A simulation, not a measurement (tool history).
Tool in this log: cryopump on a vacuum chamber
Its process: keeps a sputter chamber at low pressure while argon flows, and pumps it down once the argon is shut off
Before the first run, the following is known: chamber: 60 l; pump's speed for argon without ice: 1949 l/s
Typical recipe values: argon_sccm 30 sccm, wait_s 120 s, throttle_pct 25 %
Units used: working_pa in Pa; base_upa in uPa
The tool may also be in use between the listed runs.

Run 1, hour 0: usual settings. Result: working_pa 0.1051 Pa, base_upa 0.89 uPa.
Run 2, hour 9.5: usual settings. Result: working_pa 0.1035 Pa, base_upa 0.84 uPa.
Run 3, hour 22.4: usual settings. Result: working_pa 0.1035 Pa, base_upa 0.93 uPa.
Run 4, hour 30.2: usual settings but argon_sccm 45 sccm. Result: working_pa 0.1579 Pa, base_upa 0.88 uPa.
Run 5, hour 47.3: usual settings but argon_sccm 19 sccm. Result: working_pa 0.0667 Pa, base_upa 0.88 uPa.
Run 6, hour 60.6: usual settings. Result: working_pa 0.1062 Pa, base_upa 0.89 uPa.
Run 7, hour 77.6: usual settings but wait_s 80 s. Result: working_pa 0.1049 Pa, base_upa 1.04 uPa.
Run 8, hour 90.4: usual settings but throttle_pct 50 %. Result: working_pa 0.0526 Pa, base_upa 0.9 uPa.
Run 9, hour 99.3: usual settings but argon_sccm 51 sccm. Result: working_pa 0.1791 Pa, base_upa 0.93 uPa.
Run 10, hour 109.3: usual settings but argon_sccm 51 sccm. Result: working_pa 0.1798 Pa, base_upa 0.88 uPa.
Run 11, hour 116.9: usual settings but argon_sccm 51 sccm, wait_s 33 s. Result: working_pa 0.1788 Pa, base_upa 1.56 uPa.
Run 12, hour 132.2: usual settings. Result: working_pa 0.1058 Pa, base_upa 0.94 uPa.
Run 13, hour 147.1: usual settings. Result: working_pa 0.1053 Pa, base_upa 0.91 uPa.
Run 14, hour 162.2: usual settings. Result: working_pa 0.1052 Pa, base_upa 0.93 uPa.
Run 15, hour 171.4: usual settings. Result: working_pa 0.1056 Pa, base_upa 0.91 uPa.
Run 16, hour 179.1: usual settings but argon_sccm 47 sccm, wait_s 63 s, throttle_pct 30 %. Result: working_pa 0.1383 Pa, base_upa 1.13 uPa.
Run 17, hour 194.4: usual settings but argon_sccm 47 sccm, wait_s 33 s, throttle_pct 18 %. Result: working_pa 0.2277 Pa, base_upa 1.57 uPa.
Run 18, hour 208.5: usual settings but argon_sccm 40 sccm, wait_s 48 s, throttle_pct 15 %. Result: working_pa 0.2331 Pa, base_upa 1.39 uPa.
Run 19, hour 223: usual settings but argon_sccm 40 sccm, wait_s 48 s, throttle_pct 15 %. Result: working_pa 0.237 Pa, base_upa 1.33 uPa.
Run 20, hour 238.4: usual settings but argon_sccm 40 sccm, wait_s 48 s, throttle_pct 15 %. Result: working_pa 0.2348 Pa, base_upa 1.36 uPa.
Run 21, hour 250.8: usual settings but argon_sccm 38 sccm, wait_s 79 s, throttle_pct 19 %. Result: working_pa 0.1777 Pa, base_upa 1.12 uPa.
Run 22, hour 264: usual settings but argon_sccm 38 sccm, wait_s 79 s, throttle_pct 43 %. Result: working_pa 0.0796 Pa, base_upa 1.14 uPa.
Run 23, hour 274.3: usual settings but argon_sccm 33 sccm. Result: working_pa 0.1176 Pa, base_upa 0.95 uPa.
Run 24, hour 284.1: usual settings but argon_sccm 33 sccm, wait_s 43 s, throttle_pct 39 %. Result: working_pa 0.0767 Pa, base_upa 1.42 uPa.
Run 25, hour 300: usual settings but argon_sccm 20 sccm, wait_s 42 s, throttle_pct 35 %. Result: working_pa 0.0511 Pa, base_upa 1.49 uPa.
Run 26, hour 313: usual settings but argon_sccm 20 sccm, wait_s 42 s, throttle_pct 35 %. Result: working_pa 0.051 Pa, base_upa 1.49 uPa.
Run 27, hour 322.9: usual settings but argon_sccm 20 sccm, wait_s 42 s, throttle_pct 35 %. Result: working_pa 0.0521 Pa, base_upa 1.48 uPa.
Run 28, hour 330.6: usual settings but argon_sccm 20 sccm, wait_s 42 s, throttle_pct 35 %. Result: working_pa 0.0525 Pa, base_upa 1.48 uPa.
Run 29, hour 339.5: usual settings but argon_sccm 20 sccm, wait_s 42 s, throttle_pct 35 %. Result: working_pa 0.0511 Pa, base_upa 1.44 uPa.

Below are 4 alternative next runs, each starting from the tool's condition after run 29. Predict each:
Run A, hour 356.5: usual settings but wait_s 219 s. Result: working_pa ?, base_upa ?.
Run B, hour 356.5: usual settings but argon_sccm 20 sccm, wait_s 95 s, throttle_pct 16 %. Result: working_pa ?, base_upa ?.
Run C, hour 356.5: usual settings but argon_sccm 14 sccm. Result: working_pa ?, base_upa ?.
Run D, hour 356.5: usual settings but argon_sccm 27 sccm, wait_s 74 s, throttle_pct 39 %. Result: working_pa ?, base_upa ?.

run  working_pa  base_upa
  A      0.1075      0.93
  B      0.1105       1.1
  C      0.0506      1.04
  D      0.0628      1.25
Without the tool's hidden state the same runs would have given:
run  working_pa  base_upa
  A      0.1042      0.29
  B      0.1083      0.46
  C      0.0491       0.4
  D      0.0599      0.61
